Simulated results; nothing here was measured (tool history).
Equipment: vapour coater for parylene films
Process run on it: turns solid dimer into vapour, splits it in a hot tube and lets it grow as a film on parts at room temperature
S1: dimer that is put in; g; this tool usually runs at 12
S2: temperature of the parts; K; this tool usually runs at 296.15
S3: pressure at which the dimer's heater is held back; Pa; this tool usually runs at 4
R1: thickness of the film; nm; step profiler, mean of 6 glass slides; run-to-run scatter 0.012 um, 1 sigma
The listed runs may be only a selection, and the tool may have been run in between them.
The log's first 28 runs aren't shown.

| run | hour | S1 | S2 | S3 | R1 |
|---|---|---|---|---|---|
| 29 | 737.2 | 18 | 306.15 | 6.74 | 3530 |
| 30 | 759.8 | 18 | 297.15 | 6.88 | 4760 |
| 31 | 785.5 | 8 | 293.15 | 6.88 | 2440 |
| 32 | 809.7 | 13 | 303.15 | 2.24 | 3080 |
| 33 | 837.6 | 13 | 303.15 | 2.24 | 3080 |
| 34 | 853 | 8 | 300.15 | 5.17 | 1950 |
| 35 | 868.2 | 12 | 296.15 | 3.44 | 3500 |
| 36 | 894.4 | 12 | 296.15 | 3.44 | 3480 |

The next listed run, before its measurement:
| 37 | 920.9 | 12 | 296.15 | 3.21 | ? |

Logged for run 37: R1 3500 nm.
With the hidden condition absent and the run-to-run variation left alone, this run would have shown R1 3730 nm.
